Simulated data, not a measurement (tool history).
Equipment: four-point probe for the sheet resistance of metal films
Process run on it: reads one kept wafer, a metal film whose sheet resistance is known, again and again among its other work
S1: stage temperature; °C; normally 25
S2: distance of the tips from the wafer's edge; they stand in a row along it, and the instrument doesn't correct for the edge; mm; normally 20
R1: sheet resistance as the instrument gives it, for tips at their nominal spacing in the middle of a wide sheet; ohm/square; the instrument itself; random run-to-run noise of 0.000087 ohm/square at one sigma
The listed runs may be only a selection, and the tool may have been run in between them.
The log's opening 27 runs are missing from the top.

{"run": 28, "hour": 505.1, "S1": 25, "S2": 55, "R1": 0.43557}
{"run": 29, "hour": 519.3, "S1": 20, "S2": 3, "R1": 0.47511}
{"run": 30, "hour": 534.9, "S1": 20, "S2": 3, "R1": 0.474956}
{"run": 31, "hour": 553.3, "S1": 27, "S2": 7, "R1": 0.442436}
{"run": 32, "hour": 570.9, "S1": 32, "S2": 27, "R1": 0.433635}
{"run": 33, "hour": 590.8, "S1": 33, "S2": 71, "R1": 0.433056}
{"run": 34, "hour": 612.0, "S1": 33, "S2": 71, "R1": 0.433016}
{"run": 35, "hour": 628.5, "S1": 19, "S2": 30, "R1": 0.437706}
{"run": 36, "hour": 638.8, "S1": 19, "S2": 41, "R1": 0.437639}
{"run": 37, "hour": 656.7, "S1": 23, "S2": 66, "R1": 0.436275}
{"run": 38, "hour": 669.3, "S1": 25, "S2": 29, "R1": 0.43585}
{"run": 39, "hour": 693.0, "S1": 29, "S2": 8, "R1": 0.440102}
{"run": 40, "hour": 704.4, "S1": 29, "S2": 8, "R1": 0.439814}
{"run": 41, "hour": 726.5, "S1": 29, "S2": 8, "R1": 0.440111}

Here are 5 independent what-if runs from the current tool condition. What would each one return?
{"run": "A", "hour": 748.0, "S1": 27, "S2": 20, "R1": "?"}
{"run": "B", "hour": 748.0, "S1": 18, "S2": 10, "R1": "?"}
{"run": "C", "hour": 748.0, "S1": 22, "S2": 8, "R1": "?"}
{"run": "D", "hour": 748.0, "S1": 27, "S2": 30, "R1": "?"}
{"run": "E", "hour": 748.0, "S1": 24, "S2": 20, "R1": "?"}

run=A R1=0.435731
run=B R1=0.441618
run=C R1=0.442207
run=D R1=0.435253
run=E R1=0.436758
Without the tool's hidden state the same runs would have given:
run=A R1=0.434153
run=B R1=0.440025
run=C R1=0.440610
run=D R1=0.433677
run=E R1=0.435178

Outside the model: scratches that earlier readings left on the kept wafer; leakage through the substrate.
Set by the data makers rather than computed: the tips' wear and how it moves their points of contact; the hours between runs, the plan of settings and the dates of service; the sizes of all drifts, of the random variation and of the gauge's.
